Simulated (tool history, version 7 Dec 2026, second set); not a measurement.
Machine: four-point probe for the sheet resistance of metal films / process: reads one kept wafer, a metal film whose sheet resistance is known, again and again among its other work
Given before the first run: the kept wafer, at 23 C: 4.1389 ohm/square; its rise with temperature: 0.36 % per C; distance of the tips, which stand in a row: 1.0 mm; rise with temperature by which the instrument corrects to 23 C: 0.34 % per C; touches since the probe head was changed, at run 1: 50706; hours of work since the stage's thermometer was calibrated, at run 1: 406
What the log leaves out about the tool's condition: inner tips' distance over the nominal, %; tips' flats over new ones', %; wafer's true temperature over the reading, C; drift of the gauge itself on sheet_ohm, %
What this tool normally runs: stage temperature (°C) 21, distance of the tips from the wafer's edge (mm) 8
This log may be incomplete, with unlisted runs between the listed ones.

run,day,stage temperature (°C),distance of the tips from the wafer's edge (mm),touches since the probe head was changed,hours of work since the stage's thermometer was calibrated,sheet resistance as the instrument gives it (ohm/square)
1,0.000,21,8,50706,406,4.171614
2,1.188,21,8,51910,422,4.171898
3,2.317,21,8,53052,438,4.173428
4,3.542,21,8,54293,456,4.173521
5,4.992,21,8,55763,476,4.172291
6,6.212,21,8,57000,494,4.171169
7,6.838,21,8,57635,502,4.171274
8,8.371,21,4,59187,524,4.272449
9,9.858,21,14,60694,545,4.148710
10,10.562,34,16,61408,555,4.158220
11,11.321,24,23,62176,566,4.145042
12,12.150,19,8,63016,577,4.169026
13,13.083,33,37,63961,591,4.148639
14,13.883,28,16,64774,602,4.153692
15,14.546,28,16,65446,611,4.151500
16,15.588,28,16,66502,626,4.152395
17,16.583,22,44,67510,640,4.137192

Forecast each of these 4 alternatives for the next run:
A,18.012,21,64,68958,660,?
B,18.012,22,7,68958,660,?
C,18.012,25,7,68958,660,?
D,18.012,34,36,68958,660,?

run,sheet resistance as the instrument gives it (ohm/square)
A,4.137546
B,4.184329
C,4.186157
D,4.150272
Stripped of hidden state, with their random variation kept, the same runs would have yielded:
run,sheet resistance as the instrument gives it (ohm/square)
A,4.137116
B,4.183895
C,4.185723
D,4.149841

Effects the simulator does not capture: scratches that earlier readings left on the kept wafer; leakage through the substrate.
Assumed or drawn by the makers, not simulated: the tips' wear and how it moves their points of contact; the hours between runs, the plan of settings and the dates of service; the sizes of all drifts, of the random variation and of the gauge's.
